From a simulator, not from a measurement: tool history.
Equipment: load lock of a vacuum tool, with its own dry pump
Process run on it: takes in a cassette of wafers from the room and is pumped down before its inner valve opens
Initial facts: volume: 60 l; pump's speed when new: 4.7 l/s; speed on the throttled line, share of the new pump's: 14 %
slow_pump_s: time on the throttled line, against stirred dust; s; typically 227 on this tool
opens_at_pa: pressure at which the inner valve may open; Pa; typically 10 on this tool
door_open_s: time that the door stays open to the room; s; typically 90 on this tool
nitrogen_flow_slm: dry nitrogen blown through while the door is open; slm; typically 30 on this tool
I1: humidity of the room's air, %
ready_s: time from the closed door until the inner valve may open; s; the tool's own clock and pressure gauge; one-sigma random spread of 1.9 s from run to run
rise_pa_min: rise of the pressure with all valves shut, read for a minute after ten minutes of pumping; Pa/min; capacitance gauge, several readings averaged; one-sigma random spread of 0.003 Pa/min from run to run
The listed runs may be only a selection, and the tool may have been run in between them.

run 1 hour=0.0 | slow_pump_s=227 opens_at_pa=10 door_open_s=90 nitrogen_flow_slm=30 | I1=43.1 | ready_s=313.3 rise_pa_min=0.022
run 2 hour=202.6 | slow_pump_s=227 opens_at_pa=10 door_open_s=90 nitrogen_flow_slm=30 | I1=43.6 | ready_s=315.8 rise_pa_min=0.025
run 3 hour=345.3 | slow_pump_s=227 opens_at_pa=10 door_open_s=90 nitrogen_flow_slm=33 | I1=46.8 | ready_s=312.0 rise_pa_min=0.025
run 4 hour=587.5 | slow_pump_s=124 opens_at_pa=10 door_open_s=90 nitrogen_flow_slm=33 | I1=44.7 | ready_s=228.2 rise_pa_min=0.021
run 5 hour=711.4 | slow_pump_s=227 opens_at_pa=15 door_open_s=90 nitrogen_flow_slm=30 | I1=42.3 | ready_s=312.2 rise_pa_min=0.026
run 6 hour=921.6 | slow_pump_s=227 opens_at_pa=15 door_open_s=90 nitrogen_flow_slm=30 | I1=43.6 | ready_s=308.3 rise_pa_min=0.024
run 7 hour=1108.8 | slow_pump_s=227 opens_at_pa=15 door_open_s=90 nitrogen_flow_slm=30 | I1=45.1 | ready_s=308.4 rise_pa_min=0.023
run 8 hour=1221.1 | slow_pump_s=227 opens_at_pa=10 door_open_s=130 nitrogen_flow_slm=30 | I1=48.2 | ready_s=314.1 rise_pa_min=0.032
run 9 hour=1441.8 | slow_pump_s=227 opens_at_pa=10 door_open_s=130 nitrogen_flow_slm=30 | I1=46.8 | ready_s=316.0 rise_pa_min=0.030
run 10 hour=1568.1 | slow_pump_s=227 opens_at_pa=10 door_open_s=130 nitrogen_flow_slm=30 | I1=47.2 | ready_s=314.6 rise_pa_min=0.037
run 11 hour=1706.2 | slow_pump_s=227 opens_at_pa=10 door_open_s=130 nitrogen_flow_slm=30 | I1=43.9 | ready_s=311.9 rise_pa_min=0.029
run 12 hour=1882.4 | slow_pump_s=227 opens_at_pa=10 door_open_s=130 nitrogen_flow_slm=30 | I1=42.1 | ready_s=314.0 rise_pa_min=0.025
run 13 hour=1998.2 | slow_pump_s=227 opens_at_pa=10 door_open_s=130 nitrogen_flow_slm=30 | I1=43.8 | ready_s=316.9 rise_pa_min=0.027
run 14 hour=2138.9 | slow_pump_s=227 opens_at_pa=7 door_open_s=130 nitrogen_flow_slm=30 | I1=43.2 | ready_s=317.0 rise_pa_min=0.029
run 15 hour=2267.9 | slow_pump_s=227 opens_at_pa=7 door_open_s=130 nitrogen_flow_slm=30 | I1=46.1 | ready_s=322.8 rise_pa_min=0.029
run 16 hour=2505.2 | slow_pump_s=227 opens_at_pa=7 door_open_s=130 nitrogen_flow_slm=30 | I1=46.8 | ready_s=316.0 rise_pa_min=0.034
run 17 hour=2697.0 | slow_pump_s=227 opens_at_pa=10 door_open_s=90 nitrogen_flow_slm=30 | I1=44.0 | ready_s=315.4 rise_pa_min=0.019
run 18 hour=2880.5 | slow_pump_s=227 opens_at_pa=18 door_open_s=90 nitrogen_flow_slm=30 | I1=44.9 | ready_s=304.0 rise_pa_min=0.023
run 19 hour=2991.7 | slow_pump_s=227 opens_at_pa=18 door_open_s=90 nitrogen_flow_slm=30 | I1=47.5 | ready_s=307.0 rise_pa_min=0.024
run 20 hour=3202.4 | slow_pump_s=227 opens_at_pa=15 door_open_s=140 nitrogen_flow_slm=26 | I1=47.6 | ready_s=310.1 rise_pa_min=0.041
run 21 hour=3391.4 | slow_pump_s=179 opens_at_pa=11 door_open_s=90 nitrogen_flow_slm=30 | I1=40.5 | ready_s=271.8 rise_pa_min=0.024
run 22 hour=3547.0 | slow_pump_s=349 opens_at_pa=14 door_open_s=90 nitrogen_flow_slm=30 | I1=45.3 | ready_s=413.6 rise_pa_min=0.021
-- hour=3651.1 dry pump taken out, an overhauled one fitted
run 23 hour=3709.1 | slow_pump_s=450 opens_at_pa=10 door_open_s=64 nitrogen_flow_slm=30 | I1=42.4 | ready_s=509.4 rise_pa_min=0.016
run 24 hour=3844.2 | slow_pump_s=227 opens_at_pa=10 door_open_s=132 nitrogen_flow_slm=18 | I1=42.7 | ready_s=312.6 rise_pa_min=0.048
run 25 hour=4075.8 | slow_pump_s=227 opens_at_pa=10 door_open_s=165 nitrogen_flow_slm=30 | I1=49.1 | ready_s=314.6 rise_pa_min=0.039

The next listed run, before its measurement:
run 26 hour=4198.6 | slow_pump_s=127 opens_at_pa=14 door_open_s=93 nitrogen_flow_slm=43 | I1=47.4 | ready_s=? rise_pa_min=?

ready_s: 224.6 s
rise_pa_min: 0.022 Pa/min
The same run, on a tool lacking any hidden state, would have yielded ready_s 224.6 s, rise_pa_min 0.022 Pa/min.
